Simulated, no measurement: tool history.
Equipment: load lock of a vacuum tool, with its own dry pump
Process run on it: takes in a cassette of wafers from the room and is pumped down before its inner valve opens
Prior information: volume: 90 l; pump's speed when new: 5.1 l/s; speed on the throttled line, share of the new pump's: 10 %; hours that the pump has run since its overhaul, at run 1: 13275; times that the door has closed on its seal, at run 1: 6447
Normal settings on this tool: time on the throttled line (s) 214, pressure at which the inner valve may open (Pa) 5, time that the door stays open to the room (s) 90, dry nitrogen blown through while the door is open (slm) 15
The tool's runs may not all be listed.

run    hour  time on the throttled line (s)  pressure at which the inner valve may open (Pa)  time that the door stays open to the room (s)  dry nitrogen blown through while the door is open (slm)  hours that the pump has run since its overhaul  times that the door has closed on its seal  incoming humidity of the room's air, %  time from the closed door until the inner valve may open (s)  rise of the pressure with all valves shut (Pa/min)
  1     0.0                             214                                                5                                             90                                                       15                                           13275                                        6447                                    44.9                                                         381.4                                               0.072
  2   132.1                             214                                                5                                             90                                                       43                                           13407                                        7039                                    47.2                                                         382.6                                               0.053
  3   286.1                             214                                                5                                             90                                                       15                                           13561                                        7729                                    46.7                                                         384.5                                               0.075
  4   507.2                             214                                                5                                             90                                                       15                                           13782                                        8719                                    44.3                                                         382.7                                               0.076
  5   772.3                             214                                                5                                             90                                                       15                                           14047                                        9907                                    47.6                                                         383.9                                               0.084
  6   961.2                             214                                                5                                             90                                                       15                                           14236                                       10754                                    44.5                                                         382.0                                               0.082
  7  1231.1                             214                                                5                                             90                                                       15                                           14506                                       11963                                    47.6                                                         383.1                                               0.098
  8  1358.3                             214                                                5                                             90                                                       15                                           14633                                       12533                                    43.0                                                         382.8                                               0.095
  9  1658.8                             214                                                5                                             90                                                       15                                           14934                                       13879                                    47.3                                                         384.6                                               0.101
 10  1787.2                             214                                                5                                             90                                                       15                                           15062                                       14455                                    48.3                                                         385.3                                               0.099
 11  1931.1                             214                                                5                                             90                                                       15                                           15206                                       15099                                    48.5                                                         385.8                                               0.104
 12  2214.8                             214                                                5                                             78                                                       15                                           15490                                       16370                                    44.0                                                         386.4                                               0.100
 13  2453.2                             174                                                5                                             78                                                       15                                           15728                                       17438                                    48.5                                                         348.6                                               0.109
 14  2752.7                             411                                                5                                             90                                                       15                                           16028                                       18780                                    46.4                                                         562.0                                               0.129
 15  2941.4                             411                                                5                                             66                                                       15                                           16216                                       19626                                    43.5                                                         560.7                                               0.114
 16  3106.4                             214                                                5                                             90                                                       15                                           16381                                       20365                                    41.3                                                         383.9                                               0.127
 17  3257.3                             214                                                5                                             90                                                       15                                           16532                                       21041                                    43.1                                                         386.5                                               0.131
 18  3547.5                             214                                                5                                             90                                                       15                                           16822                                       22342                                    46.5                                                         385.7                                               0.139
 19  3824.8                             214                                                5                                             90                                                       15                                           17100                                       23584                                    45.5                                                         388.3                                               0.146
 20  4107.7                             233                                                5                                             90                                                       10                                           17383                                       24852                                    46.5                                                         405.8                                               0.164
 21  4359.6                             214                                                5                                            127                                                       12                                           17634                                       25980                                    42.8                                                         387.8                                               0.175
 22  4557.5                             110                                               10                                             37                                                       15                                           17832                                       26867                                    45.1                                                         281.7                                               0.149
 23  4796.0                             110                                                6                                             37                                                       15                                           18071                                       27936                                    44.0                                                         292.9                                               0.159
     4906.5  -- dry pump taken out, an overhauled one fitted
 24  5100.4                             110                                                6                                             37                                                       15                                             194                                       29273                                    48.7                                                         277.8                                               0.170
 25  5400.7                             219                                                9                                            111                                                       31                                             494                                       30618                                    42.6                                                         366.4                                               0.191
 26  5695.0                             219                                                9                                            111                                                       31                                             788                                       31937                                    44.5                                                         366.5                                               0.189
 27  5984.6                             114                                                8                                             32                                                       19                                            1078                                       33234                                    46.8                                                         275.4                                               0.191
 28  6158.7                             402                                                5                                            108                                                       38                                            1252                                       34015                                    48.0                                                         543.3                                               0.208
 29  6457.4                             217                                                5                                             90                                                       15                                            1551                                       35353                                    43.3                                                         375.0                                               0.239
 30  6737.3                             214                                                7                                             90                                                        5                                            1831                                       36607                                    46.6                                                         366.3                                               0.272
 31  6946.8                             188                                                9                                            156                                                       30                                            2040                                       37546                                    48.4                                                         339.9                                               0.261
 32  7132.0                             188                                                9                                            156                                                       30                                            2226                                       38375                                    46.7                                                         338.9                                               0.270
 33  7436.3                             188                                                8                                             88                                                       30                                            2530                                       39739                                    43.8                                                         342.5                                               0.261
 34  7717.4                             214                                                5                                             94                                                       15                                            2811                                       40998                                    44.6                                                         373.6                                               0.293
 35  7892.5                             214                                                5                                             38                                                       15                                            2986                                       41783                                    44.7                                                         377.2                                               0.263
 36  8179.9                             127                                                5                                             38                                                       12                                            3273                                       43070                                    42.9                                                         298.8                                               0.281
 37  8434.2                             273                                                7                                            120                                                       28                                            3528                                       44210                                    42.8                                                         422.4                                               0.308

3 options for the next run, each taken on its own from the tool as it stands now. Forecast them:
  A  8647.4                             144                                                7                                             42                                                       28                                            3741                                       45165                                    42.9                                                             ?                                                   ?
  B  8647.4                             214                                                9                                             90                                                       15                                            3741                                       45165                                    47.3                                                             ?                                                   ?
  C  8647.4                             268                                                5                                             43                                                       15                                            3741                                       45165                                    44.5                                                             ?                                                   ?

run  time from the closed door until the inner valve may open (s)  rise of the pressure with all valves shut (Pa/min)
  A                                                         308.4                                               0.293
  B                                                         365.2                                               0.336
  C                                                         427.4                                               0.302
Stripped of hidden state, with their random variation kept, the same runs would have yielded:
run  time from the closed door until the inner valve may open (s)  rise of the pressure with all valves shut (Pa/min)
  A                                                         301.0                                               0.022
  B                                                         358.1                                               0.065
  C                                                         419.9                                               0.035

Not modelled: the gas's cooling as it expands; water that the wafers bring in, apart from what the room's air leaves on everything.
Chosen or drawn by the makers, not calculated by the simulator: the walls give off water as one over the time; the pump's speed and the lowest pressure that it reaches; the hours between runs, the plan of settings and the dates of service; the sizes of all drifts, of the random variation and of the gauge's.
